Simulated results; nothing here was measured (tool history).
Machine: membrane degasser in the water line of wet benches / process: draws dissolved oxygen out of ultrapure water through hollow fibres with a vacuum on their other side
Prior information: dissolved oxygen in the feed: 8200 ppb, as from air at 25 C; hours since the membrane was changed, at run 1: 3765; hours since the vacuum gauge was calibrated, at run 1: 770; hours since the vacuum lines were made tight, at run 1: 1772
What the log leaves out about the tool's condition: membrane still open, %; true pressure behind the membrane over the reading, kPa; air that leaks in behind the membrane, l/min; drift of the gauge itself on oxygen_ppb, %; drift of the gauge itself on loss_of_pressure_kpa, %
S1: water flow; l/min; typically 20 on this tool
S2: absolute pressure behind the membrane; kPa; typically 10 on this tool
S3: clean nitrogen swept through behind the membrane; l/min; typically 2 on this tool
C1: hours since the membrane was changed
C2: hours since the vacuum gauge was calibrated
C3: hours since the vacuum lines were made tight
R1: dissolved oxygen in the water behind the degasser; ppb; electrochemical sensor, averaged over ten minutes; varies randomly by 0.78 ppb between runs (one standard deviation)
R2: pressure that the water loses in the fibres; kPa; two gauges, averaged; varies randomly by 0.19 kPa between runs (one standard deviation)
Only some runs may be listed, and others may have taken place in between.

run,hour,S1,S2,S3,C1,C2,C3,R1,R2
1,0,20,10,2,3765,770,1772,161.1,40.11
2,131.2,20,10,0.82,3897,901,1904,354.2,40.05
3,248.5,20,10,0.82,4014,1019,2021,356.4,40.08
4,356.4,20,10,2,4122,1127,2129,162.7,39.93
5,442,20,10,3.51,4207,1212,2214,97,40.26
6,522.8,16,10,3.51,4288,1293,2295,77.7,32.15
7,630.2,16,10,3.66,4396,1400,2403,74.5,32.05
8,734.6,20,10,2,4500,1505,2507,161.6,40.55
9,814.6,20,10,2,4580,1585,2587,161.7,40.48
10,897.6,20,10,2,4663,1668,2670,164.2,40.51
11,966.2,20,10,2,4732,1736,2739,164.1,40.33
12,1099.7,20,10,1.79,4865,1870,2872,182.4,40.66
13,1221.3,20,10,1.79,4987,1991,2994,181.4,40.4
14,1294.3,15,10,1.79,5060,2064,3067,138.7,30.29
15,1349.1,20,13.6,2,5114,2119,3122,244.5,40.22
16,1426.6,20,10,1.51,5192,2197,3199,213.7,40.64
17,1507.3,20,10,1.51,5273,2277,3280,214,40.48
18,1583.1,21,6.5,2.35,5348,2353,3356,76.8,42.5
19,1654.4,20,23.5,2,5420,2425,3427,466.1,40.38
20,1763.4,20,23.5,2,5529,2534,3536,463,40.11
21,1882.7,20,23.5,2,5648,2653,3655,464.1,40.68
# hour 1895.3: vacuum gauge calibrated
22,2004.2,20,23.5,2,5769,109,3776,468.4,40.49
# hour 2108.4: vacuum gauge calibrated, once more
23,2115.2,14,10,0.91,5880,7,3887,238.4,28.17
24,2175.6,12,10,0.91,5940,67,3947,208.1,24.09
25,2300.7,15,10,1.31,6065,192,4072,182,30.17
26,2421.2,16,10,4.61,6186,313,4193,59.5,32.27
27,2528.3,20,10.6,1.3,6293,420,4300,259,41
28,2624.2,30,13.5,4.57,6389,516,4396,178.9,61.13
29,2733.7,30,13.5,4.57,6498,625,4505,178.2,60.98
30,2810.6,26,23.4,1.29,6575,702,4582,835.9,53.13
31,2886.9,20,6.3,2,6651,779,4658,77.3,40.79

What if the next run were any one of these 4? Each begins from the tool's condition after run 31:
A,2998.1,20,24.3,2,6762,890,4770,?,?
B,2998.1,30,16,2.33,6762,890,4770,?,?
C,2998.1,20,22.4,2,6762,890,4770,?,?
D,2998.1,20,6.3,2.03,6762,890,4770,?,?

run,R1,R2
A,483.5,40.48
B,387.7,61.22
C,441.7,41.07
D,76.6,40.51
Stripped of hidden state, with their random variation kept, the same runs would have yielded:
run,R1,R2
A,475.7,38.9
B,379.8,58.85
C,434.4,39.48
D,73.6,38.92
